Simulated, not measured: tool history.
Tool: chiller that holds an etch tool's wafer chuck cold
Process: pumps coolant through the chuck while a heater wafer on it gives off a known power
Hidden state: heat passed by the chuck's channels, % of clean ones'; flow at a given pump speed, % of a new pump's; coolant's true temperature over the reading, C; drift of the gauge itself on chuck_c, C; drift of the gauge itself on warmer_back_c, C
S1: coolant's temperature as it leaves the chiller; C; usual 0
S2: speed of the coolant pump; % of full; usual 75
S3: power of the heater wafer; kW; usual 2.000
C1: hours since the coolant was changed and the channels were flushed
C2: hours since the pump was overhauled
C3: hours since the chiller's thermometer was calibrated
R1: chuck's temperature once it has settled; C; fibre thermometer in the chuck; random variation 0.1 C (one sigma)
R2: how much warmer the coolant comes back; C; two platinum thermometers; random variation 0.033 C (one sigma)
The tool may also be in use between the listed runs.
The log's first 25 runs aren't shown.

{"run": 26, "hour": 594.9, "S1": 0, "S2": 63, "S3": 2.0, "C1": 3945, "C2": 1611, "C3": 665, "R1": 21.4, "R2": 5.82}
{"run": 27, "hour": 623.7, "S1": 3, "S2": 84, "S3": 2.0, "C1": 3973, "C2": 1639, "C3": 694, "R1": 20.8, "R2": 4.34}
{"run": 28, "hour": 648.1, "S1": 1, "S2": 74, "S3": 2.0, "C1": 3998, "C2": 1664, "C3": 718, "R1": 20.1, "R2": 4.89}
{"run": 29, "hour": 677.2, "S1": 10, "S2": 63, "S3": 2.111, "C1": 4027, "C2": 1693, "C3": 747, "R1": 32.5, "R2": 6.13}
{"run": 30, "hour": 700.7, "S1": -7, "S2": 63, "S3": 2.663, "C1": 4050, "C2": 1716, "C3": 771, "R1": 21.5, "R2": 7.75}
{"run": 31, "hour": 715.2, "S1": -7, "S2": 63, "S3": 2.663, "C1": 4065, "C2": 1731, "C3": 785, "R1": 21.5, "R2": 7.74}
{"run": 32, "hour": 745.2, "S1": 2, "S2": 85, "S3": 2.0, "C1": 4095, "C2": 1761, "C3": 815, "R1": 19.4, "R2": 4.18}
{"run": 33, "hour": 776.8, "S1": -4, "S2": 85, "S3": 1.497, "C1": 4127, "C2": 1792, "C3": 847, "R1": 9.1, "R2": 3.08}

Forecast each of these 3 alternatives for the next run:
{"run": "A", "hour": 790.4, "S1": 0, "S2": 66, "S3": 2.0, "C1": 4140, "C2": 1806, "C3": 861, "R1": "?", "R2": "?"}
{"run": "B", "hour": 790.4, "S1": 4, "S2": 85, "S3": 1.497, "C1": 4140, "C2": 1806, "C3": 861, "R1": "?", "R2": "?"}
{"run": "C", "hour": 790.4, "S1": -4, "S2": 85, "S3": 1.432, "C1": 4140, "C2": 1806, "C3": 861, "R1": "?", "R2": "?"}

run=A R1=20.7 R2=5.40
run=B R1=17.0 R2=3.10
run=C R1=8.4 R2=2.93
Without the tool's hidden state the same runs would have given:
run=A R1=20.6 R2=5.57
run=B R1=17.0 R2=3.26
run=C R1=8.3 R2=3.09

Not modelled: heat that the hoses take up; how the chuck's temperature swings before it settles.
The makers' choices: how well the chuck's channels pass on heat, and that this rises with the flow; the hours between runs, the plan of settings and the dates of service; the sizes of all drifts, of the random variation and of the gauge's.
